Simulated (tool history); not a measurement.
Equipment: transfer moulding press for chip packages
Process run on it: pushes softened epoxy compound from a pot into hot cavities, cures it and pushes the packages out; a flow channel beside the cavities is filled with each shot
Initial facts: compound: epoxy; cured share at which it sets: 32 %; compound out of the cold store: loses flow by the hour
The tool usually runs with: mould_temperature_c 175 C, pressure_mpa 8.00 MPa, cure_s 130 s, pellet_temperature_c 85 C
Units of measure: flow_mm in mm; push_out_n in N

run   hour  mould_temperature_c  pressure_mpa  cure_s  pellet_temperature_c  incoming compound's hours out of the cold store  flow_mm  push_out_n
  1    0.0                  175          8.00     130                    85                                             18.6      658         770
  2   15.8                  175          8.00     115                    85                                             35.9      605         970
  3   32.9                  175          8.00     130                    85                                             12.2      672         844
  4   50.9                  175          8.00     130                    85                                             10.5      681         897
  5   62.8                  175          8.00     130                    85                                             21.3      644         917
      75.0  -- cavities cleaned with cleaning compound and waxed
  6   80.0                  173          8.00     130                    85                                             22.0      647         657
  7   93.6                  173          8.00     130                    85                                             25.7      634         777
  8  111.6                  174          8.00     130                    85                                             32.3      612         833
  9  122.2                  168          8.00     130                    85                                             21.8      660        1351
 10  137.3                  168          8.00     130                    85                                             29.9      636        1400
 11  149.3                  168          8.00     130                    85                                              9.6      696        1550
 12  161.9                  168          8.00     130                    85                                             21.0      659        1474
 13  169.8                  175          8.00     130                    85                                             32.0      601         880
 14  178.6                  175          8.00     130                    85                                             22.3      631         905
     190.2  -- cavities cleaned with cleaning compound and waxed
 15  197.7                  173          8.00     130                    85                                             35.1      600         640
 16  213.3                  173          8.00     130                    85                                             12.2      664         817
 17  220.8                  173          8.00     147                    95                                             10.8      670         706
 18  235.4                  173          6.27     153                    92                                             47.5      497         717
 19  244.5                  173          6.27     153                    92                                             35.0      525         748
 20  254.6                  173          6.27     153                    92                                             10.0      593         746
 21  265.7                  173          8.00     130                    85                                             45.9      565         960
 22  283.4                  175          8.00     134                    85                                             27.0      606         864
 23  301.5                  175          7.56     131                    85                                             42.8      549         832
     305.6  -- cavities cleaned with cleaning compound and waxed
 24  310.6                  175          9.26     168                    85                                              9.8      708         480
 25  323.7                  173          6.28     138                    85                                             35.6      523         683
 26  336.3                  177          6.28     110                    85                                             22.6      538         872
 27  348.9                  175          7.61     125                    85                                             42.8      548         819
 28  365.6                  175          8.00     130                    90                                             32.0      587         814

Below are 3 alternative next runs, each starting from the tool's condition after run 28. Predict each:
  A  378.8                  175          9.67     130                    90                                             40.2        ?           ?
  B  378.8                  175          8.21     155                    84                                              8.2        ?           ?
  C  378.8                  180          8.00     110                    87                                             11.8        ?           ?

run  flow_mm  push_out_n
  A      621         823
  B      665         722
  C      624         835
Take away the tool's hidden state, keep each run's random variation, and the runs would have read:
run  flow_mm  push_out_n
  A      660         517
  B      707         446
  C      664         524

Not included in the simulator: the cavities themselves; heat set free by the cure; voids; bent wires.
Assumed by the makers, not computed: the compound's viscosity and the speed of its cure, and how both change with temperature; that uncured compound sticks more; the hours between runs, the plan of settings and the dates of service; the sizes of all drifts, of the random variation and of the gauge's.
